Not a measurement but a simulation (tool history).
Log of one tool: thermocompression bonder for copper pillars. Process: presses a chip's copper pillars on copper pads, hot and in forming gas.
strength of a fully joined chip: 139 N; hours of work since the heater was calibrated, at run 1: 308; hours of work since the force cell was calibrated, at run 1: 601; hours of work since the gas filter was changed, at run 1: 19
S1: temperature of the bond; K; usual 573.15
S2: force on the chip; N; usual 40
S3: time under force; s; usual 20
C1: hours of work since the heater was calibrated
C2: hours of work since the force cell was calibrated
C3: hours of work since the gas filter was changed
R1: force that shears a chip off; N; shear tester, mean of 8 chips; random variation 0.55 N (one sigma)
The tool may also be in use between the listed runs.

run   hour      S1  S2  S3   C1   C2   C3     R1
  1      0  573.15  40  20  308  601   19  105.4
  2   16.1  573.15  26  20  318  611   29   77.6
  3   27.3  573.15  26  20  325  619   36     78
  4   40.6  573.15  30  20  334  627   45   86.2
  5   50.5  573.15  38  20  340  633   51    101
  6   59.9  573.15  38  20  346  639   57  100.3
  7   69.7  573.15  38  20  352  646   63  101.3
  8   82.5  573.15  38  20  360  654   72   99.8
  9   95.3  573.15  38  20  369  662   80    100
 10    109  573.15  38  20  377  671   89    100
 11  115.6  550.15  40  20  381  675   93   88.2
 12    130  573.15  40  20  391  684  102  102.7
 13  144.9  573.15  40  20  400  694  112  101.2
 14  160.9  573.15  40  20  410  704  122  101.3
     163.1  -- force cell calibrated
 15  175.4  573.15  40  20  419    8  130  101.9
 16  187.5  573.15  40  20  427   16  138  101.9
     191.1  -- force cell calibrated, once more
 17  200.7  544.15  40  20  434    6  145   78.6
 18  210.7  573.15  40  12  440   12  152     86
 19  223.9  573.15  40  12  449   21  160   85.3
 20  233.5  573.15  40  29  455   27  166  104.7
 21  243.8  573.15  40  29  462   34  173  103.5
 22  256.7  573.15  40  29  470   42  181  103.7
 23  270.2  597.15  39  27  478   51  190  111.8
 24  283.3  557.15  44  29  487   59  198   99.2
 25  297.8  557.15  44  29  496   68  207   98.8
 26  304.5  560.15  59  20  500   72  212  107.3
 27    317  560.15  59  20  508   81  220  106.7
 28  331.3  546.15  41  15  518   90  229   72.1
 29  345.2  546.15  41  15  526   99  238   72.5
     350.1  -- forming gas filter changed
 30  353.5  573.15  48  20  531  104    2  116.4
 31  365.2  565.15  24  20  539  111   10   68.1
 32  373.1  565.15  25  13  544  116   15   60.5
 33  381.4  562.15  42  13  549  121   20   90.8
 34  389.9  591.15  36  37  555  127   25  120.2
 35  403.3  591.15  36  37  563  135   34  120.4
 36  411.2  577.15  49  37  568  140   39    126
 37  419.7  584.15  43  37  574  146   44  123.4

5 ways to go on from here, each from the tool as it stands after run 37. What would each give?
  A  431.4  573.15  40  11  581  153  52   ?
  B  431.4  566.15  42  39  581  153  52   ?
  C  431.4  573.15  41  20  581  153  52   ?
  D  431.4  569.15  42  37  581  153  52   ?
  E  431.4  600.15  43  29  581  153  52   ?

run     R1
  A   89.7
  B  116.3
  C  104.2
  D  116.7
  E  125.5
Without the tool's hidden state the same runs would have given:
run     R1
  A     87
  B  115.4
  C  102.3
  D  115.9
  E  126.3
